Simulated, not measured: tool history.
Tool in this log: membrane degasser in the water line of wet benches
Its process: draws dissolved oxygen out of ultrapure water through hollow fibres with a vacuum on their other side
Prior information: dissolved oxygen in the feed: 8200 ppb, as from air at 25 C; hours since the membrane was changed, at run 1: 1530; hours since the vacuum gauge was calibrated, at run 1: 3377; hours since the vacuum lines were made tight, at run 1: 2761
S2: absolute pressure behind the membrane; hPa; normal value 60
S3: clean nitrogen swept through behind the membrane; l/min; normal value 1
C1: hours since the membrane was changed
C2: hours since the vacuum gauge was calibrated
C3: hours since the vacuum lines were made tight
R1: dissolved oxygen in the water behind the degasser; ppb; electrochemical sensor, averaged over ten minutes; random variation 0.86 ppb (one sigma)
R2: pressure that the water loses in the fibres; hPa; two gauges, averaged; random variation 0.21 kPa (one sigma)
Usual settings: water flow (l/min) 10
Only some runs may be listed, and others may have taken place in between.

run 1 day=0 | water_flow_(l/min)=10 S2=60 S3=1 | C1=1530 C2=3377 C3=2761 | R1=81.5 R2=491.2
run 2 day=5.108 | water_flow_(l/min)=10 S2=60 S3=1 | C1=1652 C2=3500 C3=2884 | R1=80.8 R2=491.5
run 3 day=13.071 | water_flow_(l/min)=10 S2=60 S3=1 | C1=1843 C2=3691 C3=3075 | R1=80.5 R2=491.7
-- day=18.146 vacuum gauge calibrated
run 4 day=22.038 | water_flow_(l/min)=10 S2=60 S3=1 | C1=2058 C2=93 C3=3290 | R1=81.7 R2=492.7
run 5 day=27.521 | water_flow_(l/min)=10 S2=60 S3=1 | C1=2190 C2=225 C3=3421 | R1=80.1 R2=493.1
run 6 day=32.829 | water_flow_(l/min)=10 S2=60 S3=2.04 | C1=2317 C2=352 C3=3549 | R1=49.3 R2=492.8
run 7 day=40.496 | water_flow_(l/min)=10 S2=60 S3=2.04 | C1=2501 C2=536 C3=3733 | R1=48.8 R2=492.3
run 8 day=45.479 | water_flow_(l/min)=10 S2=60 S3=2.04 | C1=2621 C2=656 C3=3852 | R1=48.9 R2=491.9
run 9 day=53.812 | water_flow_(l/min)=10 S2=60 S3=2.04 | C1=2821 C2=856 C3=4052 | R1=48.9 R2=489.7
run 10 day=58.488 | water_flow_(l/min)=10 S2=60 S3=2.04 | C1=2933 C2=968 C3=4164 | R1=48.6 R2=493
-- day=59.312 seals of the vacuum lines changed
run 11 day=63.05 | water_flow_(l/min)=10 S2=60 S3=2.04 | C1=3040 C2=1076 C3=90 | R1=48.2 R2=490
run 12 day=71.408 | water_flow_(l/min)=10 S2=60 S3=1 | C1=3241 C2=1276 C3=290 | R1=81.7 R2=490.4
run 13 day=79.454 | water_flow_(l/min)=10 S2=60 S3=1 | C1=3434 C2=1469 C3=483 | R1=79.9 R2=494.6
run 14 day=88.154 | water_flow_(l/min)=10 S2=52.1 S3=1 | C1=3643 C2=1678 C3=692 | R1=61.6 R2=493.6
run 15 day=96.692 | water_flow_(l/min)=10 S2=52.1 S3=1 | C1=3848 C2=1883 C3=897 | R1=61.5 R2=492.2
run 16 day=105.55 | water_flow_(l/min)=13 S2=52.1 S3=1 | C1=4060 C2=2096 C3=1110 | R1=92.3 R2=640.1
run 17 day=110.862 | water_flow_(l/min)=10 S2=60 S3=1 | C1=4188 C2=2223 C3=1237 | R1=80.5 R2=494.1
run 18 day=116.371 | water_flow_(l/min)=10 S2=60 S3=0.42 | C1=4320 C2=2355 C3=1369 | R1=158.2 R2=493.2
run 19 day=125.933 | water_flow_(l/min)=15 S2=60 S3=1.24 | C1=4550 C2=2585 C3=1599 | R1=124.1 R2=736.9
run 20 day=135.404 | water_flow_(l/min)=15 S2=98.4 S3=1.24 | C1=4777 C2=2812 C3=1826 | R1=227.7 R2=740.1
run 21 day=142.329 | water_flow_(l/min)=15 S2=98.4 S3=1.24 | C1=4943 C2=2978 C3=1992 | R1=231.4 R2=736
run 22 day=148.733 | water_flow_(l/min)=7 S2=98.4 S3=1.24 | C1=5097 C2=3132 C3=2146 | R1=95.7 R2=343.8
run 23 day=156.838 | water_flow_(l/min)=7 S2=38.2 S3=2.19 | C1=5291 C2=3327 C3=2341 | R1=9.3 R2=344.7
run 24 day=164.267 | water_flow_(l/min)=9 S2=38.2 S3=0.61 | C1=5470 C2=3505 C3=2519 | R1=32.1 R2=444.8
run 25 day=171.454 | water_flow_(l/min)=9 S2=94.9 S3=1.45 | C1=5642 C2=3677 C3=2691 | R1=105 R2=443.8
-- day=177.133 vacuum gauge calibrated
run 26 day=178.808 | water_flow_(l/min)=10 S2=145.8 S3=1 | C1=5818 C2=40 C3=2867 | R1=274.7 R2=492.1
run 27 day=182.929 | water_flow_(l/min)=11 S2=60 S3=1 | C1=5917 C2=139 C3=2966 | R1=90.8 R2=534.7
run 28 day=187.004 | water_flow_(l/min)=11 S2=105.1 S3=1 | C1=6015 C2=237 C3=3064 | R1=202.6 R2=541.3
run 29 day=193.158 | water_flow_(l/min)=11 S2=105.1 S3=1 | C1=6163 C2=385 C3=3212 | R1=199.4 R2=539.9
run 30 day=200.229 | water_flow_(l/min)=8 S2=53.3 S3=0.57 | C1=6332 C2=554 C3=3382 | R1=74.3 R2=391
run 31 day=207.321 | water_flow_(l/min)=8 S2=53.3 S3=0.57 | C1=6502 C2=724 C3=3552 | R1=75.4 R2=391.6
run 32 day=216.15 | water_flow_(l/min)=8 S2=53.3 S3=0.57 | C1=6714 C2=936 C3=3764 | R1=76.4 R2=392.4
run 33 day=221.596 | water_flow_(l/min)=15 S2=93.4 S3=1 | C1=6845 C2=1067 C3=3894 | R1=251.4 R2=736.4

Predict each of these 3 candidate next runs independently; none follows another, all start after run 33:
run A day=230.596 | water_flow_(l/min)=10 S2=60 S3=0.83 | C1=7061 C2=1283 C3=4110 | R1=? R2=?
run B day=230.596 | water_flow_(l/min)=8 S2=60 S3=1 | C1=7061 C2=1283 C3=4110 | R1=? R2=?
run C day=230.596 | water_flow_(l/min)=8 S2=116.1 S3=0.62 | C1=7061 C2=1283 C3=4110 | R1=? R2=?

run=A R1=92.8 R2=492.5
run=B R1=61.1 R2=389.8
run=C R1=255.8 R2=390.7
Without the tool's unlogged condition, the same runs would have read:
run=A R1=92.7 R2=492.2
run=B R1=61 R2=389.6
run=C R1=255.7 R2=390.5
